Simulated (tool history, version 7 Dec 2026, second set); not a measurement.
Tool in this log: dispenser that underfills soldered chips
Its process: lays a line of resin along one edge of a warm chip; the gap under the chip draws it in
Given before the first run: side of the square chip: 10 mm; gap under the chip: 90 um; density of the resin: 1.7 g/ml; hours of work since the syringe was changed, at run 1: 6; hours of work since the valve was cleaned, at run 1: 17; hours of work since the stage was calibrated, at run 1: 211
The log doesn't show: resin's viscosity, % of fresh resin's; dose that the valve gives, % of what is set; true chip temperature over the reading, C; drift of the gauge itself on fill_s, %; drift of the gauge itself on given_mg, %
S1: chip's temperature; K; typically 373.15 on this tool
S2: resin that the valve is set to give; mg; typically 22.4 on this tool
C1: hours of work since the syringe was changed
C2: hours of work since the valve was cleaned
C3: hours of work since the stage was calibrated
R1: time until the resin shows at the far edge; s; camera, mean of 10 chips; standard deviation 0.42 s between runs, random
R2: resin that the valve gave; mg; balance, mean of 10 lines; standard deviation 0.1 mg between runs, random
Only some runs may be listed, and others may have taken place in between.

run	hour	S1	S2	C1	C2	C3	R1	R2
1	0.0	373.15	22.4	6	17	211	47.1	21.94
# hour 8.9: new syringe of resin
2	14.5	373.15	23.8	4	26	220	41.0	23.21
# hour 26.9: new syringe of resin
3	29.0	373.15	23.8	1	35	229	34.4	22.95
4	38.4	373.15	23.8	7	41	235	54.5	22.90
# hour 44.9: new syringe of resin
5	56.3	373.15	23.8	7	52	247	53.8	22.63
# hour 62.9: new syringe of resin
6	67.9	381.15	22.4	3	59	254	30.3	21.05
7	75.7	381.15	22.4	8	64	259	43.4	21.04
# hour 80.3: new syringe of resin
8	90.1	373.15	25.9	6	74	268	48.7	24.10
# hour 98.2: new syringe of resin
9	98.2	373.15	25.9	0	79	273	31.1	23.97
10	113.6	374.15	22.4	10	88	283	64.4	20.57
# hour 116.8: new syringe of resin
11	121.5	373.15	22.4	3	93	288	41.3	20.36
# hour 134.4: new syringe of resin
12	134.6	373.15	24.2	0	102	296	33.4	22.08
13	147.0	373.15	24.2	8	110	304	59.7	21.48
# hour 149.5: dispensing valve cleaned and set on the balance
# hour 154.1: new syringe of resin
14	159.7	373.15	24.2	4	6	311	40.4	24.24
# hour 171.7: new syringe of resin
15	171.7	385.15	22.2	0	14	319	20.7	21.79
16	180.2	385.15	22.2	5	19	324	30.7	21.73
# hour 189.8: new syringe of resin
17	198.0	370.15	22.0	5	31	336	52.5	21.43
# hour 207.3: new syringe of resin
18	211.7	375.15	21.6	3	39	344	36.8	20.66
19	221.6	365.15	19.7	9	46	351	88.2	18.83
# hour 225.7: new syringe of resin
20	232.9	365.15	19.7	5	53	358	65.1	18.80
# hour 243.2: new syringe of resin
21	248.1	367.15	28.1	3	62	367	50.9	26.35
22	257.8	362.15	19.5	9	69	374	104.8	18.26
# hour 261.7: new syringe of resin
23	274.3	362.15	19.5	8	79	384	94.2	18.11
# hour 279.8: new syringe of resin
24	289.1	384.15	25.0	6	88	393	33.6	22.56
# hour 297.9: new syringe of resin
25	306.0	381.15	27.1	5	99	404	34.3	24.51
# hour 315.7: new syringe of resin
26	320.0	366.15	24.2	3	108	413	52.4	21.84
# hour 325.3: dispensing valve cleaned and set on the balance
# hour 335.2: new syringe of resin
27	336.5	384.15	25.2	1	7	423	23.0	25.01

Below are 4 alternative next runs, each starting from the tool's condition after run 27. Predict each:
A	349.9	379.15	22.4	9	16	431	?	?
B	349.9	384.15	28.1	9	16	431	?	?
C	349.9	370.15	26.2	9	16	431	?	?
D	349.9	362.15	22.4	9	16	431	?	?

run	R1	R2
A	51.6	22.19
B	42.5	27.59
C	69.9	25.84
D	99.6	22.01
Had the tool no hidden state, the same runs would have come out as:
run	R1	R2
A	24.4	22.51
B	20.0	28.00
C	32.5	26.22
D	46.3	22.33
